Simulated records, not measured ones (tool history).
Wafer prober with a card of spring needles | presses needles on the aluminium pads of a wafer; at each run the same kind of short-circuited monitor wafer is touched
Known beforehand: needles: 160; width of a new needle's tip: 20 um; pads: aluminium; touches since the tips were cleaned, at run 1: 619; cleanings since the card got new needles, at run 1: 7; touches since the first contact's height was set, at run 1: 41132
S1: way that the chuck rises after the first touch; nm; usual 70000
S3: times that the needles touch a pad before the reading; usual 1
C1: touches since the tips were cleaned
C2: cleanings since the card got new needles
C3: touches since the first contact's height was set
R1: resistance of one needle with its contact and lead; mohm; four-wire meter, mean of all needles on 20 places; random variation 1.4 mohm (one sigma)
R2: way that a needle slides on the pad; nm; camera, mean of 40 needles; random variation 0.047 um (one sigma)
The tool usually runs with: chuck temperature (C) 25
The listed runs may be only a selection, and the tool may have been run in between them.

run 1 hour=0 | S1=70000 chuck_temperature_(C)=25 S3=1 | C1=619 C2=7 C3=41132 | R1=120 R2=15260
run 2 hour=17.5 | S1=70000 chuck_temperature_(C)=25 S3=1 | C1=4599 C2=7 C3=45112 | R1=121 R2=15250
-- hour=21 tips cleaned on abrasive film
run 3 hour=35.7 | S1=70000 chuck_temperature_(C)=25 S3=1 | C1=3351 C2=8 C3=49243 | R1=120 R2=15250
-- hour=44.8 tips cleaned on abrasive film
run 4 hour=63.4 | S1=50000 chuck_temperature_(C)=25 S3=1 | C1=4241 C2=9 C3=55525 | R1=126 R2=10900
-- hour=69.3 tips cleaned on abrasive film
-- hour=92.6 tips cleaned on abrasive film
run 5 hour=102.1 | S1=70000 chuck_temperature_(C)=25 S3=2 | C1=2162 C2=11 C3=64293 | R1=122 R2=15240
-- hour=116.5 tips cleaned on abrasive film
run 6 hour=124.5 | S1=70000 chuck_temperature_(C)=25 S3=1 | C1=1815 C2=12 C3=69356 | R1=121 R2=15220
-- hour=138.4 tips cleaned on abrasive film
run 7 hour=154.5 | S1=70000 chuck_temperature_(C)=25 S3=1 | C1=3666 C2=13 C3=76179 | R1=120 R2=15320
-- hour=161.6 tips cleaned on abrasive film
-- hour=184.4 tips cleaned on abrasive film
run 8 hour=192.8 | S1=70000 chuck_temperature_(C)=25 S3=1 | C1=1915 C2=15 C3=84848 | R1=119 R2=15240
-- hour=208.4 tips cleaned on abrasive film
-- hour=232 tips cleaned on abrasive film
run 9 hour=232.3 | S1=70000 chuck_temperature_(C)=28 S3=1 | C1=84 C2=17 C3=93805 | R1=118 R2=15180
-- hour=254 tips cleaned on abrasive film
run 10 hour=269.9 | S1=70000 chuck_temperature_(C)=28 S3=1 | C1=3620 C2=18 C3=102326 | R1=121 R2=15230
-- hour=277.5 tips cleaned on abrasive film
run 11 hour=287 | S1=70000 chuck_temperature_(C)=28 S3=1 | C1=2162 C2=19 C3=106205 | R1=121 R2=15210
-- hour=299.6 tips cleaned on abrasive film
run 12 hour=305.4 | S1=70000 chuck_temperature_(C)=25 S3=2 | C1=1320 C2=20 C3=110368 | R1=121 R2=15240
-- hour=324.6 tips cleaned on abrasive film
run 13 hour=339.1 | S1=70000 chuck_temperature_(C)=74 S3=2 | C1=3309 C2=21 C3=118019 | R1=129 R2=15260
-- hour=347.8 tips cleaned on abrasive film
run 14 hour=364.5 | S1=70000 chuck_temperature_(C)=25 S3=1 | C1=3800 C2=22 C3=123784 | R1=120 R2=15260
-- hour=371.6 tips cleaned on abrasive film
-- hour=395.4 tips cleaned on abrasive film
run 15 hour=395.9 | S1=70000 chuck_temperature_(C)=25 S3=1 | C1=114 C2=24 C3=130888 | R1=119 R2=15240
-- hour=419.1 tips cleaned on abrasive film
run 16 hour=427.8 | S1=70000 chuck_temperature_(C)=25 S3=1 | C1=1982 C2=25 C3=138129 | R1=121 R2=15210
-- hour=441.5 tips cleaned on abrasive film
run 17 hour=460.5 | S1=72000 chuck_temperature_(C)=25 S3=1 | C1=4327 C2=26 C3=145553 | R1=121 R2=15590
-- hour=463.6 tips cleaned on abrasive film
-- hour=486.8 tips cleaned on abrasive film
run 18 hour=496.2 | S1=70000 chuck_temperature_(C)=45 S3=1 | C1=2138 C2=28 C3=153631 | R1=124 R2=15180
-- hour=510.4 tips cleaned on abrasive film
run 19 hour=528.9 | S1=70000 chuck_temperature_(C)=45 S3=1 | C1=4218 C2=29 C3=161060 | R1=125 R2=15240
-- hour=532.5 tips cleaned on abrasive film
-- hour=555.8 tips cleaned on abrasive film
run 20 hour=565.2 | S1=70000 chuck_temperature_(C)=54 S3=2 | C1=2142 C2=31 C3=169283 | R1=125 R2=15160
-- hour=578.9 tips cleaned on abrasive film
run 21 hour=595.8 | S1=70000 chuck_temperature_(C)=27 S3=1 | C1=3855 C2=32 C3=176219 | R1=120 R2=15230
-- hour=601.2 tips cleaned on abrasive film
run 22 hour=621.1 | S1=70000 chuck_temperature_(C)=107 S3=1 | C1=4514 C2=33 C3=181950 | R1=132 R2=15300
-- hour=623.1 tips cleaned on abrasive film
-- hour=646.3 tips cleaned on abrasive film
run 23 hour=658.4 | S1=62000 chuck_temperature_(C)=25 S3=3 | C1=2748 C2=35 C3=190405 | R1=121 R2=13510
-- hour=669.1 tips cleaned on abrasive film
run 24 hour=684.8 | S1=58000 chuck_temperature_(C)=25 S3=3 | C1=3576 C2=36 C3=196400 | R1=120 R2=12680
-- hour=692.3 tips cleaned on abrasive film
run 25 hour=702.9 | S1=75000 chuck_temperature_(C)=25 S3=1 | C1=2407 C2=37 C3=200488 | R1=118 R2=16310
-- hour=714.4 tips cleaned on abrasive film
run 26 hour=735 | S1=57000 chuck_temperature_(C)=63 S3=2 | C1=4691 C2=38 C3=207767 | R1=130 R2=12410
-- hour=738.7 tips cleaned on abrasive film
-- hour=763.4 tips cleaned on abrasive film
run 27 hour=774 | S1=57000 chuck_temperature_(C)=100 S3=1 | C1=2409 C2=40 C3=216602 | R1=136 R2=12380
-- hour=785.6 tips cleaned on abrasive film
-- hour=808.7 tips cleaned on abrasive film
run 28 hour=808.7 | S1=57000 chuck_temperature_(C)=65 S3=1 | C1=0 C2=42 C3=224461 | R1=129 R2=12440
-- hour=826.1 height of the first contact set anew
run 29 hour=827.7 | S1=57000 chuck_temperature_(C)=65 S3=1 | C1=4267 C2=42 C3=364 | R1=130 R2=12450
-- hour=832.9 tips cleaned on abrasive film
run 30 hour=851.2 | S1=70000 chuck_temperature_(C)=25 S3=1 | C1=4146 C2=43 C3=5677 | R1=121 R2=15230
-- hour=856.2 tips cleaned on abrasive film
run 31 hour=872.3 | S1=70000 chuck_temperature_(C)=35 S3=1 | C1=3659 C2=44 C3=10459 | R1=123 R2=15270

Forecast each of these 4 alternatives for the next run:
-- hour=880.3 tips cleaned on abrasive film
run A hour=889.9 | S1=89000 chuck_temperature_(C)=35 S3=3 | C1=2181 C2=45 C3=14458 | R1=? R2=?
-- hour=880.3 tips cleaned on abrasive film
run B hour=889.9 | S1=53000 chuck_temperature_(C)=28 S3=1 | C1=2181 C2=45 C3=14458 | R1=? R2=?
-- hour=880.3 tips cleaned on abrasive film
run C hour=889.9 | S1=58000 chuck_temperature_(C)=28 S3=1 | C1=2181 C2=45 C3=14458 | R1=? R2=?
-- hour=880.3 tips cleaned on abrasive film
run D hour=889.9 | S1=70000 chuck_temperature_(C)=35 S3=1 | C1=2181 C2=45 C3=14458 | R1=? R2=?

run=A R1=118 R2=19390
run=B R1=125 R2=11570
run=C R1=124 R2=12630
run=D R1=124 R2=15250
The same runs, with their run-to-run variation unchanged, on a tool lacking any hidden condition would have given:
run=A R1=118 R2=19390
run=B R1=125 R2=11570
run=C R1=124 R2=12630
run=D R1=124 R2=15250
